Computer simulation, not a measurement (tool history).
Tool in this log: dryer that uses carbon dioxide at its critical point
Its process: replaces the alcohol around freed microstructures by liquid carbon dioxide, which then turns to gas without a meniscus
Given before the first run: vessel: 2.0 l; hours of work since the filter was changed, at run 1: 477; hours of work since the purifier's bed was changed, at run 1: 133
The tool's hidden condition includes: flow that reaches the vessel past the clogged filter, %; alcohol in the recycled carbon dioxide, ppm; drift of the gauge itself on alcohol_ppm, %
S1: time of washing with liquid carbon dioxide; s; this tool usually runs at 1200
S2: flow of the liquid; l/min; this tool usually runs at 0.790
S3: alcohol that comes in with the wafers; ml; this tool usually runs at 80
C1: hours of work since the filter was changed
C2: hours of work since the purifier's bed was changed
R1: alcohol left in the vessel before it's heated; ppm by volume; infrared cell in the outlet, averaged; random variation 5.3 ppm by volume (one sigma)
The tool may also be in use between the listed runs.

run	day	S1	S2	S3	C1	C2	R1
1	0.000	1200	0.790	80	477	133	300
2	0.300	1200	0.790	80	481	138	290
# day 0.533: inlet filter changed
3	0.729	1200	0.790	80	3	144	152
4	1.058	900	0.790	80	8	150	574
5	1.471	900	0.790	80	15	156	561
6	1.750	900	0.790	80	20	161	558
7	2.067	1200	0.599	80	25	166	537
8	2.383	1200	0.599	80	30	171	518
9	2.692	1200	0.599	80	35	176	558
10	3.021	1200	0.790	80	40	181	171
11	3.212	1200	0.790	80	43	184	169
12	3.396	1200	0.790	80	46	187	167
13	3.767	1200	0.790	80	52	193	179
14	4.054	1200	0.790	80	56	198	173
15	4.296	960	0.790	80	60	202	454
16	4.712	960	0.790	80	67	208	466
17	4.967	1200	0.790	35	71	212	95
18	5.350	1200	0.790	68	77	219	160
19	5.529	1200	0.790	68	80	221	160
20	5.892	1200	0.790	68	86	227	165
21	6.104	1200	0.790	68	89	231	162
22	6.404	1320	0.790	68	94	235	112
23	6.600	1320	0.790	68	97	239	115
24	6.817	1620	0.790	68	101	242	62
25	7.154	1200	0.553	80	106	248	813
26	7.429	1020	1.031	40	111	252	89
27	7.733	1020	1.031	28	115	257	77
28	8.158	1020	1.031	28	122	264	72
29	8.438	1020	1.031	28	127	268	77
30	8.754	1020	1.031	28	132	273	77
31	9.029	1020	0.790	63	136	278	324
32	9.292	1020	0.790	63	140	282	331
33	9.604	1560	1.191	63	145	287	55
34	9.912	900	1.335	37	150	292	70
35	10.238	840	1.066	22	156	297	107
36	10.617	1500	0.863	22	162	303	65
37	10.992	1380	0.907	25	168	309	58
38	11.204	1080	1.306	35	171	312	60
39	11.617	1080	1.306	35	178	319	59
40	12.004	1500	0.790	80	184	325	99
41	12.325	960	0.633	80	189	330	1226
42	12.692	960	0.633	80	195	336	1235
43	12.983	960	0.945	80	200	341	279
44	13.279	1260	1.049	80	204	346	86
45	13.600	1500	0.790	80	210	351	104
46	14.004	1200	0.790	58	216	357	186
47	14.329	1560	0.658	80	221	363	178

What differs in the tool's unlogged condition from the final listed run ahead of each entry between runs to the first listed run following it?
From run 2 to run 3: inlet filter changed (day 0.533)
  flow that reaches the vessel past the clogged filter, %: 86.4 -> 99.5; alcohol in the recycled carbon dioxide, ppm: 28.4 -> 29.3
  measured value less the no-hidden-state value, R1: +170 -> +27 ppm by volume
